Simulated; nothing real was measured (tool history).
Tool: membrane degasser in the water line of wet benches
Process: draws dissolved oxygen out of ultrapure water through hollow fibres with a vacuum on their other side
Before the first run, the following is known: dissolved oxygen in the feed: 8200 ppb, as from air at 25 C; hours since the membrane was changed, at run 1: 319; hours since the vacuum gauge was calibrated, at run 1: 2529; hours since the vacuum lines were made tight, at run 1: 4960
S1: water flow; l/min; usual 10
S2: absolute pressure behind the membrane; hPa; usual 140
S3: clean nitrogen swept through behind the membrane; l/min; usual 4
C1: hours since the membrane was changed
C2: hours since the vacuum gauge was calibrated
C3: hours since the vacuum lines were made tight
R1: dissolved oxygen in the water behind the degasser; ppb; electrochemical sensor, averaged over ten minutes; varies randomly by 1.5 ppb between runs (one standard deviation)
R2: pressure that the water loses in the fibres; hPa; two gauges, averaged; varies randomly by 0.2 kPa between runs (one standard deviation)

{"run": 1, "hour": 0.0, "S1": 10, "S2": 140, "S3": 4, "C1": 319, "C2": 2529, "C3": 4960, "R1": 147.2, "R2": 445.8}
{"run": 2, "hour": 55.4, "S1": 10, "S2": 140, "S3": 4, "C1": 375, "C2": 2584, "C3": 5015, "R1": 151.1, "R2": 445.6}
{"run": 3, "hour": 124.4, "S1": 10, "S2": 140, "S3": 4, "C1": 444, "C2": 2653, "C3": 5084, "R1": 150.4, "R2": 446.1}
{"run": 4, "hour": 167.3, "S1": 11, "S2": 140, "S3": 4, "C1": 487, "C2": 2696, "C3": 5127, "R1": 177.5, "R2": 492.3}
{"run": 5, "hour": 211.0, "S1": 10, "S2": 140, "S3": 1.84, "C1": 530, "C2": 2740, "C3": 5171, "R1": 225.8, "R2": 449.4}
{"run": 6, "hour": 255.3, "S1": 10, "S2": 217, "S3": 4, "C1": 575, "C2": 2784, "C3": 5215, "R1": 198.1, "R2": 443}
{"run": 7, "hour": 316.6, "S1": 10, "S2": 140, "S3": 9.29, "C1": 636, "C2": 2846, "C3": 5276, "R1": 112.1, "R2": 443.1}
{"run": 8, "hour": 371.9, "S1": 10, "S2": 140, "S3": 9.29, "C1": 691, "C2": 2901, "C3": 5332, "R1": 113, "R2": 443.5}
{"run": 9, "hour": 435.8, "S1": 10, "S2": 140, "S3": 9.29, "C1": 755, "C2": 2965, "C3": 5396, "R1": 111.4, "R2": 439.4}
{"run": 10, "hour": 517.7, "S1": 10, "S2": 140, "S3": 1.7, "C1": 837, "C2": 3047, "C3": 5477, "R1": 232.2, "R2": 441.6}
{"run": 11, "hour": 557.0, "S1": 10, "S2": 140, "S3": 1.7, "C1": 876, "C2": 3086, "C3": 5517, "R1": 234.7, "R2": 444.6}
{"run": 12, "hour": 594.8, "S1": 10, "S2": 140, "S3": 1.7, "C1": 914, "C2": 3124, "C3": 5555, "R1": 232.3, "R2": 442.7}
{"run": 13, "hour": 655.1, "S1": 10, "S2": 140, "S3": 1.6, "C1": 974, "C2": 3184, "C3": 5615, "R1": 244.2, "R2": 437.9}
{"run": 14, "hour": 735.3, "S1": 10, "S2": 140, "S3": 1.6, "C1": 1055, "C2": 3264, "C3": 5695, "R1": 245.1, "R2": 436.9}
{"run": 15, "hour": 802.5, "S1": 10, "S2": 140, "S3": 1.6, "C1": 1122, "C2": 3332, "C3": 5762, "R1": 241.1, "R2": 439.2}
{"hour": 877.3, "done": "gauge calibrated"}
{"run": 16, "hour": 885.3, "S1": 10, "S2": 140, "S3": 1.6, "C1": 1205, "C2": 3414, "C3": 5845, "R1": 242.3, "R2": 444.5}
{"run": 17, "hour": 950.7, "S1": 10, "S2": 140, "S3": 1.6, "C1": 1270, "C2": 3480, "C3": 5910, "R1": 238.9, "R2": 448}
{"run": 18, "hour": 1003.9, "S1": 10, "S2": 94, "S3": 1.6, "C1": 1323, "C2": 3533, "C3": 5964, "R1": 176.4, "R2": 444.3}
{"run": 19, "hour": 1063.1, "S1": 13, "S2": 207, "S3": 1.94, "C1": 1382, "C2": 3592, "C3": 6023, "R1": 435.4, "R2": 579.4}
{"run": 20, "hour": 1130.4, "S1": 13, "S2": 140, "S3": 4, "C1": 1450, "C2": 3659, "C3": 6090, "R1": 246.9, "R2": 577.5}
{"run": 21, "hour": 1181.9, "S1": 8, "S2": 163, "S3": 5.5, "C1": 1501, "C2": 3711, "C3": 6142, "R1": 90, "R2": 356.1}
{"run": 22, "hour": 1218.1, "S1": 7, "S2": 129, "S3": 3.64, "C1": 1537, "C2": 3747, "C3": 6178, "R1": 73.5, "R2": 308.9}
{"run": 23, "hour": 1266.3, "S1": 14, "S2": 281, "S3": 4, "C1": 1586, "C2": 3795, "C3": 6226, "R1": 393.6, "R2": 618}
{"run": 24, "hour": 1305.2, "S1": 10, "S2": 102, "S3": 1.8, "C1": 1624, "C2": 3834, "C3": 6265, "R1": 176.7, "R2": 439}
{"run": 25, "hour": 1354.6, "S1": 10, "S2": 102, "S3": 1.8, "C1": 1674, "C2": 3884, "C3": 6314, "R1": 176.6, "R2": 443.1}
{"run": 26, "hour": 1407.8, "S1": 10, "S2": 102, "S3": 1.8, "C1": 1727, "C2": 3937, "C3": 6368, "R1": 176.1, "R2": 441.3}
{"run": 27, "hour": 1461.1, "S1": 10, "S2": 102, "S3": 1.8, "C1": 1780, "C2": 3990, "C3": 6421, "R1": 179.7, "R2": 441.4}
{"run": 28, "hour": 1526.8, "S1": 10, "S2": 102, "S3": 5.31, "C1": 1846, "C2": 4056, "C3": 6487, "R1": 114.9, "R2": 442.4}
{"run": 29, "hour": 1594.1, "S1": 10, "S2": 102, "S3": 5.31, "C1": 1913, "C2": 4123, "C3": 6554, "R1": 114.5, "R2": 436.5}

Below are 3 alternative next runs, each starting from the tool's condition after run 29. Predict each:
{"run": "A", "hour": 1645.0, "S1": 11, "S2": 103, "S3": 2.39, "C1": 1964, "C2": 4174, "C3": 6605, "R1": "?", "R2": "?"}
{"run": "B", "hour": 1645.0, "S1": 10, "S2": 84, "S3": 5.31, "C1": 1964, "C2": 4174, "C3": 6605, "R1": "?", "R2": "?"}
{"run": "C", "hour": 1645.0, "S1": 15, "S2": 118, "S3": 5.36, "C1": 1964, "C2": 4174, "C3": 6605, "R1": "?", "R2": "?"}

run=A R1=182 R2=478.7
run=B R1=106.6 R2=437.9
run=C R1=285.8 R2=660.3
With no hidden state in the tool, these same runs would have given:
run=A R1=181.7 R2=488.8
run=B R1=106.4 R2=447.1
run=C R1=285.5 R2=674.1

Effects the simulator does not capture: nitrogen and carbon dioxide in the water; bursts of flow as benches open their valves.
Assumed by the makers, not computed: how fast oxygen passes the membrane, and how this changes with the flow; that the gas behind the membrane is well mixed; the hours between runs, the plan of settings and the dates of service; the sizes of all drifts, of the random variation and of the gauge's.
